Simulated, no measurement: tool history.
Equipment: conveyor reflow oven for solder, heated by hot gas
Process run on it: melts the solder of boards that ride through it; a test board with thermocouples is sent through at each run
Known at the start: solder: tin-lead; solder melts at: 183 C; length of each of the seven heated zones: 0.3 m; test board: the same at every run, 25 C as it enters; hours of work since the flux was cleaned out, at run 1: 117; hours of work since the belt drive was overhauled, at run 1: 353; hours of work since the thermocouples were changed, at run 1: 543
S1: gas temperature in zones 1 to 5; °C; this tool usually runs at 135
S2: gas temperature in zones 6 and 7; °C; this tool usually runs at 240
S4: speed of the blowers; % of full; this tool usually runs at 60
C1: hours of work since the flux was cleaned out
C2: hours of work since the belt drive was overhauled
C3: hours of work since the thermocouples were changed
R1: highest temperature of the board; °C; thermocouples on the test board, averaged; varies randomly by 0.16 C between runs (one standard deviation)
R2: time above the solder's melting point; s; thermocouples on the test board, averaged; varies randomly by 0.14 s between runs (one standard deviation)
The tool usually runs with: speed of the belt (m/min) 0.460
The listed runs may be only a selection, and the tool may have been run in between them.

{"run": 1, "hour": 0.0, "S1": 135, "S2": 240, "speed of the belt (m/min)": 0.46, "S4": 60, "C1": 117, "C2": 353, "C3": 543, "R1": 219.6, "R2": 59.2}
{"run": 2, "hour": 28.7, "S1": 135, "S2": 250, "speed of the belt (m/min)": 0.46, "S4": 60, "C1": 133, "C2": 369, "C3": 559, "R1": 227.9, "R2": 65.5}
{"run": 3, "hour": 75.2, "S1": 135, "S2": 250, "speed of the belt (m/min)": 0.46, "S4": 60, "C1": 159, "C2": 394, "C3": 584, "R1": 228.1, "R2": 65.1}
{"run": 4, "hour": 121.4, "S1": 135, "S2": 240, "speed of the belt (m/min)": 0.46, "S4": 60, "C1": 184, "C2": 420, "C3": 609, "R1": 219.3, "R2": 59.0}
{"run": 5, "hour": 172.4, "S1": 135, "S2": 240, "speed of the belt (m/min)": 0.46, "S4": 60, "C1": 212, "C2": 448, "C3": 638, "R1": 219.2, "R2": 58.5}
{"run": 6, "hour": 199.2, "S1": 135, "S2": 240, "speed of the belt (m/min)": 0.46, "S4": 67, "C1": 227, "C2": 463, "C3": 652, "R1": 221.0, "R2": 60.3}
{"run": 7, "hour": 233.8, "S1": 135, "S2": 240, "speed of the belt (m/min)": 0.46, "S4": 60, "C1": 246, "C2": 482, "C3": 671, "R1": 218.7, "R2": 58.5}
{"run": 8, "hour": 280.0, "S1": 135, "S2": 240, "speed of the belt (m/min)": 0.441, "S4": 60, "C1": 271, "C2": 507, "C3": 697, "R1": 220.3, "R2": 62.6}
{"hour": 311.8, "done": "flux residue cleaned out of gas plates and filters"}
{"run": 9, "hour": 326.2, "S1": 135, "S2": 240, "speed of the belt (m/min)": 0.441, "S4": 60, "C1": 8, "C2": 530, "C3": 719, "R1": 222.1, "R2": 64.2}
{"run": 10, "hour": 363.5, "S1": 135, "S2": 240, "speed of the belt (m/min)": 0.46, "S4": 60, "C1": 28, "C2": 550, "C3": 740, "R1": 220.7, "R2": 60.0}
{"run": 11, "hour": 416.4, "S1": 135, "S2": 240, "speed of the belt (m/min)": 0.46, "S4": 60, "C1": 57, "C2": 579, "C3": 769, "R1": 220.4, "R2": 59.7}
{"run": 12, "hour": 463.1, "S1": 123, "S2": 240, "speed of the belt (m/min)": 0.46, "S4": 60, "C1": 83, "C2": 605, "C3": 794, "R1": 217.8, "R2": 54.0}
{"run": 13, "hour": 500.6, "S1": 123, "S2": 240, "speed of the belt (m/min)": 0.46, "S4": 60, "C1": 104, "C2": 625, "C3": 815, "R1": 217.5, "R2": 53.9}
{"run": 14, "hour": 539.4, "S1": 123, "S2": 240, "speed of the belt (m/min)": 0.46, "S4": 60, "C1": 125, "C2": 647, "C3": 836, "R1": 217.4, "R2": 53.9}
{"run": 15, "hour": 582.0, "S1": 135, "S2": 236, "speed of the belt (m/min)": 0.46, "S4": 60, "C1": 148, "C2": 670, "C3": 860, "R1": 216.3, "R2": 56.7}
{"run": 16, "hour": 632.3, "S1": 135, "S2": 236, "speed of the belt (m/min)": 0.46, "S4": 60, "C1": 176, "C2": 698, "C3": 887, "R1": 215.9, "R2": 56.9}
{"run": 17, "hour": 676.2, "S1": 139, "S2": 236, "speed of the belt (m/min)": 0.46, "S4": 56, "C1": 200, "C2": 722, "C3": 911, "R1": 215.5, "R2": 57.4}
{"hour": 684.4, "done": "belt drive overhauled, speed set with a stopwatch"}
{"run": 18, "hour": 726.7, "S1": 136, "S2": 240, "speed of the belt (m/min)": 0.46, "S4": 60, "C1": 226, "C2": 23, "C3": 937, "R1": 219.6, "R2": 59.8}
{"run": 19, "hour": 768.8, "S1": 136, "S2": 240, "speed of the belt (m/min)": 0.46, "S4": 60, "C1": 249, "C2": 46, "C3": 960, "R1": 219.6, "R2": 59.7}
{"run": 20, "hour": 821.1, "S1": 136, "S2": 240, "speed of the belt (m/min)": 0.414, "S4": 60, "C1": 278, "C2": 75, "C3": 989, "R1": 223.0, "R2": 70.1}
{"hour": 839.3, "done": "flux residue cleaned out of gas plates and filters"}
{"run": 21, "hour": 851.8, "S1": 136, "S2": 240, "speed of the belt (m/min)": 0.414, "S4": 60, "C1": 7, "C2": 89, "C3": 1003, "R1": 225.3, "R2": 71.9}
{"hour": 867.0, "done": "belt drive overhauled, speed set with a stopwatch, once more"}
{"run": 22, "hour": 890.1, "S1": 148, "S2": 240, "speed of the belt (m/min)": 0.414, "S4": 50, "C1": 26, "C2": 13, "C3": 1022, "R1": 223.8, "R2": 74.7}
{"run": 23, "hour": 920.7, "S1": 149, "S2": 234, "speed of the belt (m/min)": 0.523, "S4": 86, "C1": 43, "C2": 30, "C3": 1039, "R1": 219.5, "R2": 56.6}
{"run": 24, "hour": 966.7, "S1": 144, "S2": 240, "speed of the belt (m/min)": 0.46, "S4": 68, "C1": 68, "C2": 55, "C3": 1064, "R1": 224.3, "R2": 65.8}
{"run": 25, "hour": 1002.7, "S1": 144, "S2": 240, "speed of the belt (m/min)": 0.46, "S4": 68, "C1": 88, "C2": 75, "C3": 1084, "R1": 224.4, "R2": 65.7}
{"run": 26, "hour": 1048.8, "S1": 132, "S2": 240, "speed of the belt (m/min)": 0.423, "S4": 68, "C1": 113, "C2": 100, "C3": 1109, "R1": 224.7, "R2": 67.7}
{"run": 27, "hour": 1091.7, "S1": 132, "S2": 232, "speed of the belt (m/min)": 0.423, "S4": 68, "C1": 136, "C2": 123, "C3": 1133, "R1": 217.7, "R2": 62.2}
{"run": 28, "hour": 1142.4, "S1": 132, "S2": 232, "speed of the belt (m/min)": 0.423, "S4": 68, "C1": 164, "C2": 151, "C3": 1160, "R1": 217.3, "R2": 61.8}
{"run": 29, "hour": 1169.5, "S1": 132, "S2": 232, "speed of the belt (m/min)": 0.423, "S4": 68, "C1": 179, "C2": 166, "C3": 1175, "R1": 217.3, "R2": 61.8}
{"run": 30, "hour": 1216.8, "S1": 125, "S2": 235, "speed of the belt (m/min)": 0.46, "S4": 59, "C1": 205, "C2": 192, "C3": 1201, "R1": 212.7, "R2": 50.0}

Alternative continuations, all from the tool just after run 30; predict every row:
{"run": "A", "hour": 1246.2, "S1": 135, "S2": 243, "speed of the belt (m/min)": 0.46, "S4": 75, "C1": 221, "C2": 208, "C3": 1217, "R1": "?", "R2": "?"}
{"run": "B", "hour": 1246.2, "S1": 125, "S2": 235, "speed of the belt (m/min)": 0.46, "S4": 55, "C1": 221, "C2": 208, "C3": 1217, "R1": "?", "R2": "?"}
{"run": "C", "hour": 1246.2, "S1": 125, "S2": 235, "speed of the belt (m/min)": 0.46, "S4": 59, "C1": 221, "C2": 208, "C3": 1217, "R1": "?", "R2": "?"}
{"run": "D", "hour": 1246.2, "S1": 126, "S2": 247, "speed of the belt (m/min)": 0.519, "S4": 60, "C1": 221, "C2": 208, "C3": 1217, "R1": "?", "R2": "?"}

run=A R1=225.6 R2=63.9
run=B R1=211.7 R2=48.1
run=C R1=212.9 R2=49.8
run=D R1=218.4 R2=47.9
With the hidden condition removed and each run's random variation left untouched, the same runs would have given:
run=A R1=226.4 R2=64.5
run=B R1=212.4 R2=49.0
run=C R1=213.7 R2=50.8
run=D R1=219.5 R2=48.9
